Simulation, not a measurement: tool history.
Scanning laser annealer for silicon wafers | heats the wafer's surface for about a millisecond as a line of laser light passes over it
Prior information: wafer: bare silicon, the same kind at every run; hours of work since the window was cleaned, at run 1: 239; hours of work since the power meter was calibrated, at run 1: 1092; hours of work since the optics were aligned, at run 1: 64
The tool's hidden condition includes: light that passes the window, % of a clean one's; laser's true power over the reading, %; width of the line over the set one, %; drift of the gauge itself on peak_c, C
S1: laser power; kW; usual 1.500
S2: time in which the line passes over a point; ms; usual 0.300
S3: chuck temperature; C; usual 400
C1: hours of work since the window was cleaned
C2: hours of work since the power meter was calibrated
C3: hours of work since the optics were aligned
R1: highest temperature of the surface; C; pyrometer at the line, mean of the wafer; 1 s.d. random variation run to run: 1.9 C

run,day,S1,S2,S3,C1,C2,C3,R1
1,0.000,1.500,0.300,400,239,1092,64,1136
2,0.854,1.500,0.245,400,255,1107,80,1069
3,1.725,1.500,0.245,400,270,1123,95,1069
4,3.350,1.500,0.245,400,299,1152,124,1068
# day 4.671: window over the wafer cleaned
5,5.000,1.500,0.300,364,6,1180,152,1101
6,6.596,1.500,0.300,364,34,1209,181,1102
7,8.029,1.500,0.300,400,60,1234,207,1137
8,9.688,1.500,0.300,400,90,1264,236,1137
9,10.542,1.500,0.300,363,105,1279,252,1100
10,12.358,1.500,0.300,363,138,1312,284,1098
11,13.417,1.286,0.237,381,156,1331,303,925
12,14.767,1.286,0.237,381,181,1355,327,927
13,15.750,1.286,0.237,381,198,1372,345,927

Run 14 comes next. What will it give?
14,16.888,1.286,0.237,381,219,1393,365,?

{"run 14": {"R1": 926}}
If the tool had no hidden condition, the same run with the same run-to-run variation would have returned R1 926 C.
